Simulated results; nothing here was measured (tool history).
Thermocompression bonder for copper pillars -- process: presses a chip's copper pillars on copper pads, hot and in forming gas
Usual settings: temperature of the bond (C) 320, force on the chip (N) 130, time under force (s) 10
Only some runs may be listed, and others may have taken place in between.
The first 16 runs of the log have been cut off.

run,day,temperature of the bond (C),force on the chip (N),time under force (s),hours of work since the heater was calibrated,hours of work since the force cell was calibrated,hours of work since the gas filter was changed,force that shears a chip off (N)
17,36.433,340,130,10,142,505,290,72
# day 37.958: forming gas filter changed
18,38.125,320,130,10,159,522,2,68.9
19,40.454,320,130,10,182,545,25,68.4
20,41.904,320,130,23,197,560,40,85.1
21,44.321,320,130,23,221,584,64,84.7
22,46.338,329,93,7,242,604,85,48.2
23,49.104,336,157,28,270,632,112,100.4
24,50.779,336,157,28,287,649,129,98.6
25,52.508,316,97,10,304,667,147,51.8
26,53.95,305,130,10,319,681,161,58.1
27,55.538,305,130,10,335,697,177,58.6
28,58.779,305,168,7,367,730,210,64.5
29,60.638,319,87,15,386,749,229,52.7
30,63.779,319,87,15,418,780,260,52.8
31,66.046,319,87,15,441,803,283,53.3
# day 68.183: forming gas filter changed
32,68.238,320,86,16,462,825,1,57.9
33,70.95,309,148,20,490,853,28,84.4
34,73.433,309,97,20,515,878,53,63
35,76.133,336,130,7,542,905,80,68.6
36,77.562,320,152,12,557,919,95,79.6
37,79.862,340,129,15,580,942,118,83.8

Forecast run 38:
38,81.546,340,129,5,597,959,135,?

force that shears a chip off (N): 62.6
With no hidden state in the tool, this same run would have given force that shears a chip off (N) 64.6.

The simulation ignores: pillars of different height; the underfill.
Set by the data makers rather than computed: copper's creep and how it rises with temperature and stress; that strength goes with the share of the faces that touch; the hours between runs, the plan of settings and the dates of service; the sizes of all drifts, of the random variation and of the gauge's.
